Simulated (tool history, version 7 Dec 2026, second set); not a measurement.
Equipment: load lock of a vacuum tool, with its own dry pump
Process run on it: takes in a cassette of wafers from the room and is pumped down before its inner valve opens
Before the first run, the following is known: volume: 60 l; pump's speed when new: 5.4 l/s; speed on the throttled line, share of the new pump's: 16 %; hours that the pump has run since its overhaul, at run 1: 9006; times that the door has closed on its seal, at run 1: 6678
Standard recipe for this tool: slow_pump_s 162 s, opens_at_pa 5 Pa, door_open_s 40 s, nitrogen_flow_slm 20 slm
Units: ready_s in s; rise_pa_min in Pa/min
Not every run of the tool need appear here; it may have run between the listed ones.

run	hour	slow_pump_s	opens_at_pa	door_open_s	nitrogen_flow_slm	hours that the pump has run since its overhaul	times that the door has closed on its seal	incoming humidity of the room's air, %	ready_s	rise_pa_min
1	0.0	162	5	40	20	9006	6678	43.8	256.3	0.029
2	71.2	162	5	40	20	9077	6796	45.1	257.0	0.037
3	124.7	162	5	40	20	9130	6886	44.9	261.7	0.030
4	175.7	162	5	40	20	9181	6971	43.9	255.4	0.023
5	292.3	162	5	40	20	9298	7165	44.9	259.8	0.026
6	350.4	162	5	40	20	9356	7263	48.8	258.7	0.030
7	458.0	162	5	40	20	9464	7442	43.5	259.3	0.027
8	579.2	162	5	40	20	9585	7644	47.0	257.9	0.031
9	702.4	162	5	40	20	9708	7850	40.4	260.0	0.023
10	811.9	162	5	40	20	9817	8033	46.2	260.6	0.029
11	867.0	162	5	40	20	9873	8125	44.2	260.3	0.030
12	937.1	162	5	40	20	9943	8242	44.2	262.2	0.026
13	1049.9	162	5	40	20	10055	8430	45.2	259.0	0.023
14	1165.6	162	5	40	20	10171	8623	46.4	259.2	0.029
15	1257.6	162	5	40	20	10263	8777	42.3	258.2	0.027
16	1380.0	162	10	40	20	10386	8981	49.1	251.9	0.035
17	1472.8	162	5	144	20	10478	9136	49.1	258.9	0.057
18	1597.2	162	5	144	20	10603	9344	43.2	257.3	0.049
19	1674.1	162	5	144	20	10680	9472	44.6	256.8	0.054
20	1788.6	162	5	144	20	10794	9663	45.8	260.2	0.049
21	1860.0	190	4	144	12	10866	9782	43.8	287.5	0.060
22	1922.8	162	5	228	20	10928	9887	43.4	259.1	0.061
23	1976.1	162	5	207	20	10982	9976	40.0	259.4	0.055
24	2084.8	162	6	230	20	11090	10157	44.3	255.6	0.065
25	2199.7	162	8	93	41	11205	10349	48.2	255.0	0.034
26	2317.4	162	8	93	41	11323	10546	47.6	253.6	0.039
# hour 2344.7: dry pump taken out, an overhauled one fitted
27	2403.6	162	8	93	41	59	10679	49.2	240.2	0.039
28	2460.3	162	6	129	20	116	10774	46.6	243.3	0.056
29	2512.4	164	4	40	20	168	10861	45.2	251.2	0.032
30	2577.9	164	4	40	23	233	10970	43.5	252.7	0.033
31	2643.1	164	4	40	23	298	11079	44.5	252.0	0.030
32	2747.3	146	4	29	8	403	11253	44.2	235.6	0.029
33	2872.1	227	8	110	5	527	11461	44.9	295.0	0.056

Forecast each of these 4 alternatives for the next run:
A	2926.8	162	5	40	4	582	11553	41.6	?	?
B	2926.8	120	5	40	20	582	11553	44.9	?	?
C	2926.8	227	8	110	5	582	11553	45.0	?	?
D	2926.8	162	5	40	6	582	11553	46.4	?	?

run	ready_s	rise_pa_min
A	247.7	0.046
B	211.1	0.031
C	296.0	0.062
D	245.1	0.046
The same runs, with their run-to-run variation unchanged, on a tool lacking any hidden condition would have given:
run	ready_s	rise_pa_min
A	246.7	0.035
B	210.0	0.021
C	295.2	0.051
D	244.1	0.035
